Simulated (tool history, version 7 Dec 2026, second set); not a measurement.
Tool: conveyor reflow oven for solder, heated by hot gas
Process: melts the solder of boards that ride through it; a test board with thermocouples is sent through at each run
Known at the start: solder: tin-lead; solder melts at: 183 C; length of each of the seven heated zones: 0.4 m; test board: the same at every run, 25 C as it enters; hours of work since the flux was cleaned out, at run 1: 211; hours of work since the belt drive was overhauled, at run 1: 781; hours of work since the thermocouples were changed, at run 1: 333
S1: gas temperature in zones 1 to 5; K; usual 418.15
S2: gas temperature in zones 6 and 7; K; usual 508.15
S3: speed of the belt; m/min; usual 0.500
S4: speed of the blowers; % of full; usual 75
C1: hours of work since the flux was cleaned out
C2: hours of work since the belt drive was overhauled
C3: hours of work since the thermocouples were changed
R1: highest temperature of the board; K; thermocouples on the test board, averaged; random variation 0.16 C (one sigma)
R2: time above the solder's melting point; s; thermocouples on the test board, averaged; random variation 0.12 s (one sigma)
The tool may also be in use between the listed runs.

| run | hour | S1 | S2 | S3 | S4 | C1 | C2 | C3 | R1 | R2 |
|---|---|---|---|---|---|---|---|---|---|---|
| 1 | 0.0 | 418.15 | 508.15 | 0.500 | 75 | 211 | 781 | 333 | 497.55 | 82.8 |
|  | 9.2 | belt drive overhauled, speed set with a stopwatch |
| 2 | 55.4 | 418.15 | 508.15 | 0.593 | 75 | 240 | 26 | 361 | 492.65 | 65.8 |
| 3 | 92.1 | 422.15 | 508.15 | 0.593 | 75 | 260 | 46 | 382 | 493.65 | 68.1 |
| 4 | 144.8 | 422.15 | 508.15 | 0.593 | 75 | 289 | 75 | 411 | 493.45 | 68.1 |
| 5 | 170.9 | 422.15 | 508.15 | 0.593 | 75 | 304 | 90 | 425 | 493.15 | 68.0 |
| 6 | 198.5 | 422.15 | 508.15 | 0.473 | 75 | 319 | 105 | 441 | 498.75 | 91.3 |
|  | 226.5 | flux residue cleaned out of gas plates and filters |
| 7 | 258.1 | 422.15 | 508.15 | 0.473 | 75 | 17 | 135 | 471 | 499.15 | 91.8 |
| 8 | 287.9 | 419.15 | 508.15 | 0.473 | 75 | 34 | 152 | 487 | 499.15 | 90.2 |
| 9 | 314.5 | 422.15 | 508.15 | 0.574 | 75 | 49 | 166 | 502 | 494.75 | 72.0 |
|  | 345.1 | belt drive overhauled, speed set with a stopwatch, once more |
| 10 | 348.4 | 422.15 | 498.15 | 0.448 | 58 | 65 | 2 | 519 | 489.75 | 87.8 |
| 11 | 389.3 | 425.15 | 512.15 | 0.489 | 64 | 88 | 24 | 541 | 501.85 | 90.4 |
| 12 | 420.5 | 409.15 | 501.15 | 0.500 | 75 | 105 | 42 | 559 | 489.65 | 72.4 |
| 13 | 474.5 | 409.15 | 501.15 | 0.500 | 75 | 135 | 72 | 589 | 489.75 | 72.1 |

Forecast each of these 3 alternatives for the next run:
| A | 505.3 | 409.15 | 517.15 | 0.510 | 75 | 152 | 89 | 606 | ? | ? |
| B | 505.3 | 424.15 | 501.15 | 0.500 | 56 | 152 | 89 | 606 | ? | ? |
| C | 505.3 | 418.15 | 505.15 | 0.500 | 75 | 152 | 89 | 606 | ? | ? |

| run | R1 | R2 |
|---|---|---|
| A | 503.75 | 81.3 |
| B | 489.95 | 79.0 |
| C | 494.75 | 80.4 |
Without the tool's hidden state the same runs would have given:
| run | R1 | R2 |
|---|---|---|
| A | 504.35 | 81.7 |
| B | 490.45 | 79.5 |
| C | 495.35 | 80.9 |
